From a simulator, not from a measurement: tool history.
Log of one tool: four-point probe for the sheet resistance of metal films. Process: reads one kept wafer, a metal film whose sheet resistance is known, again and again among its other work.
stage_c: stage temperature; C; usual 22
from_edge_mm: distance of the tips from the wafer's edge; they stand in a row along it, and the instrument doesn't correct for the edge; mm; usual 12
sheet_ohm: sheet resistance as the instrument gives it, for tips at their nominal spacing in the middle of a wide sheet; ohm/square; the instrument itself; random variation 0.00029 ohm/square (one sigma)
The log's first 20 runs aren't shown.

run 21 hour=559.7 | stage_c=27 from_edge_mm=4 | sheet_ohm=1.484446
run 22 hour=586.9 | stage_c=27 from_edge_mm=4 | sheet_ohm=1.484966
run 23 hour=614.6 | stage_c=35 from_edge_mm=49 | sheet_ohm=1.433766
run 24 hour=644.3 | stage_c=35 from_edge_mm=49 | sheet_ohm=1.433415
run 25 hour=674.8 | stage_c=31 from_edge_mm=10 | sheet_ohm=1.443084
run 26 hour=703.9 | stage_c=26 from_edge_mm=5 | sheet_ohm=1.468919
run 27 hour=727.6 | stage_c=26 from_edge_mm=5 | sheet_ohm=1.469160
run 28 hour=750.5 | stage_c=24 from_edge_mm=9 | sheet_ohm=1.448969
run 29 hour=772.4 | stage_c=26 from_edge_mm=7 | sheet_ohm=1.453828
run 30 hour=798.8 | stage_c=28 from_edge_mm=14 | sheet_ohm=1.440633
run 31 hour=818.5 | stage_c=20 from_edge_mm=38 | sheet_ohm=1.442326

5 ways to go on from here, each from the tool as it stands after run 31. What would each give?
run A hour=844.1 | stage_c=26 from_edge_mm=10 | sheet_ohm=?
run B hour=844.1 | stage_c=23 from_edge_mm=11 | sheet_ohm=?
run C hour=844.1 | stage_c=22 from_edge_mm=48 | sheet_ohm=?
run D hour=844.1 | stage_c=26 from_edge_mm=16 | sheet_ohm=?
run E hour=844.1 | stage_c=22 from_edge_mm=9 | sheet_ohm=?

run=A sheet_ohm=1.445279
run=B sheet_ohm=1.446794
run=C sheet_ohm=1.440202
run=D sheet_ohm=1.440350
run=E sheet_ohm=1.449701
Without the tool's hidden state the same runs would have given:
run=A sheet_ohm=1.440169
run=B sheet_ohm=1.441683
run=C sheet_ohm=1.435114
run=D sheet_ohm=1.435256
run=E sheet_ohm=1.444582
